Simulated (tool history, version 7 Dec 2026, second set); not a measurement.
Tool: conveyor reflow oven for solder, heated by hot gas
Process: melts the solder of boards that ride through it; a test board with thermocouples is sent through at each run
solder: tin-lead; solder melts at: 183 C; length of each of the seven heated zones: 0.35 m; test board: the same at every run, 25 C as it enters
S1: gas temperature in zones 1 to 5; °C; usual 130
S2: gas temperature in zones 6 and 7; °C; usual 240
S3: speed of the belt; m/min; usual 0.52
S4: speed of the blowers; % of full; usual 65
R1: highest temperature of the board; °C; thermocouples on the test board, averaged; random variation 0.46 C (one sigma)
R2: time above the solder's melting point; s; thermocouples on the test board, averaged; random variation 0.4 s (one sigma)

Run 1, hour 0: usual settings. Result: R1 219.2 °C, R2 59.3 s.
Run 2, hour 18: usual settings but S1 133 °C. Result: R1 219.9 °C, R2 60.1 s.
Run 3, hour 39.1: usual settings but S1 133 °C. Result: R1 220.7 °C, R2 60.5 s.
Run 4, hour 62.3: usual settings but S1 133 °C. Result: R1 220.3 °C, R2 61 s.
Run 5, hour 74.2: usual settings. Result: R1 219.2 °C, R2 59.6 s.
Run 6, hour 97.5: usual settings. Result: R1 219.2 °C, R2 59.7 s.
Run 7, hour 121.2: usual settings. Result: R1 219.4 °C, R2 59 s.
Run 8, hour 141.4: usual settings. Result: R1 218.6 °C, R2 59.5 s.
Run 9, hour 167.6: usual settings. Result: R1 219.9 °C, R2 59 s.
Run 10, hour 191: usual settings. Result: R1 219.2 °C, R2 60.2 s.
At hour 205.7: flux residue cleaned out of gas plates and filters.
Run 11, hour 218.3: usual settings. Result: R1 220.6 °C, R2 60.6 s.
Run 12, hour 235.3: usual settings. Result: R1 220 °C, R2 60 s.
Run 13, hour 249.6: usual settings. Result: R1 220.7 °C, R2 60.1 s.
Run 14, hour 263.7: usual settings. Result: R1 220.6 °C, R2 59.8 s.
Run 15, hour 282.5: usual settings. Result: R1 219.9 °C, R2 59.7 s.
Run 16, hour 301.8: usual settings. Result: R1 220.5 °C, R2 60.4 s.
Run 17, hour 312.8: usual settings. Result: R1 220.2 °C, R2 60.2 s.
Run 18, hour 330.7: usual settings but S4 55 % of full. Result: R1 215.7 °C, R2 55.8 s.
Run 19, hour 347.1: usual settings but S2 233 °C, S3 0.524 m/min, S4 56 % of full. Result: R1 210.8 °C, R2 50.6 s.
Run 20, hour 364.9: usual settings but S2 233 °C, S3 0.524 m/min, S4 56 % of full. Result: R1 210 °C, R2 50.9 s.
Run 21, hour 387.1: usual settings but S2 241 °C. Result: R1 220.6 °C, R2 60 s.
Run 22, hour 398.3: usual settings but S2 241 °C. Result: R1 221.1 °C, R2 60.2 s.
Run 23, hour 411.7: usual settings but S1 136 °C, S4 67 % of full. Result: R1 220.9 °C, R2 63.2 s.
Run 24, hour 432.6: usual settings but S1 136 °C, S4 67 % of full. Result: R1 220.4 °C, R2 63.6 s.
Run 25, hour 444.1: usual settings but S2 253 °C, S3 0.473 m/min. Result: R1 234.7 °C, R2 77.5 s.
Run 26, hour 459.2: usual settings but S2 232 °C, S3 0.544 m/min, S4 66 % of full. Result: R1 210.9 °C, R2 50.1 s.
Run 27, hour 477.1: usual settings but S1 141 °C, S2 253 °C, S3 0.572 m/min, S4 59 % of full. Result: R1 226.5 °C, R2 62.6 s.
Run 28, hour 490.5: usual settings but S1 141 °C, S2 253 °C, S3 0.572 m/min, S4 59 % of full. Result: R1 226.7 °C, R2 62.4 s.
Run 29, hour 517: usual settings but S1 131 °C, S2 254 °C, S3 0.572 m/min, S4 59 % of full. Result: R1 225.2 °C, R2 58.5 s.
Run 30, hour 537.5: usual settings but S1 131 °C, S2 254 °C, S3 0.572 m/min, S4 59 % of full. Result: R1 224.8 °C, R2 57.9 s.
Run 31, hour 553.8: usual settings but S3 0.504 m/min, S4 61 % of full. Result: R1 218.1 °C, R2 61.2 s.

Forecast each of these 4 alternatives for the next run:
Run A, hour 579.7: usual settings but S1 139 °C, S3 0.539 m/min. Result: R1 ?, R2 ?.
Run B, hour 579.7: usual settings but S3 0.504 m/min, S4 81 % of full. Result: R1 ?, R2 ?.
Run C, hour 579.7: usual settings but S1 135 °C, S4 73 % of full. Result: R1 ?, R2 ?.
Run D, hour 579.7: usual settings but S4 59 % of full. Result: R1 ?, R2 ?.

run     R1    R2
  A  218.6  61.3
  B  223.8    66
  C    222    64
  D  217.2  57.2
Without the tool's hidden state the same runs would have given:
run     R1    R2
  A  219.9  61.2
  B  225.3  65.9
  C  223.4  63.9
  D  218.5  57.3
